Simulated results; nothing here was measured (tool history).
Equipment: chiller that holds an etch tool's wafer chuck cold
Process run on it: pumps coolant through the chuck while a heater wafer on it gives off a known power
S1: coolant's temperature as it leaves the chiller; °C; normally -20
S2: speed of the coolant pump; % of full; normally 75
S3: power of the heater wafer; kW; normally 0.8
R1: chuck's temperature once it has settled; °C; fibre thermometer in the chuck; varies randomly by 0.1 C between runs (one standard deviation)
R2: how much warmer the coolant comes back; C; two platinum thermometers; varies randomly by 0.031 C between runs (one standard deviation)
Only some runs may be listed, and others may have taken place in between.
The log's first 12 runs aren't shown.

run,day,S1,S2,S3,R1,R2
13,29.396,-10,75,0.8,-0.3,3.08
# day 31.754: coolant changed, channels flushed
14,31.783,-20,75,0.8,-10.5,3.06
15,34.425,-20,75,0.8,-10.3,3.17
16,36.954,-20,75,0.8,-10.5,3.11
17,39.046,-21,67,0.8,-10.4,3.52
18,42.05,-21,63,0.563,-12.8,2.68
19,44.271,-18,63,0.8,-6.8,3.75
20,46.629,-19,63,0.8,-7.5,3.77
21,48.521,-20,64,0.8,-8.9,3.72
22,51.717,-20,64,0.8,-8.8,3.73
23,54.358,-18,75,0.8,-8.5,3.18
24,57.092,-29,68,0.557,-21.8,2.62
25,60.25,-15,88,0.433,-10.5,1.66
26,62.925,-16,79,0.457,-10.8,1.92
27,66.058,-20,64,1.123,-4.2,5.24
28,68.9,-22,96,0.666,-15.8,2.29
29,72.283,-22,70,0.666,-13.4,3.04
30,74.275,-20,75,0.994,-8,4.02
# day 75.321: gauge calibrated
31,75.8,-20,75,0.994,-8.2,3.69
32,77.467,-20,75,0.994,-8,3.6

Branching from run 32: 4 alternative next runs. What would each branch give?
A,79.567,-17,75,0.992,?,?
B,79.567,-16,75,0.994,?,?
C,79.567,-20,60,0.8,?,?
D,79.567,-12,73,0.461,?,?

run,R1,R2
A,-5.3,3.65
B,-3.9,3.58
C,-8.2,3.72
D,-6.4,1.78
With the hidden condition removed and each run's random variation left untouched, the same runs would have given:
run,R1,R2
A,-5.3,3.62
B,-4,3.55
C,-8.2,3.69
D,-6.5,1.75
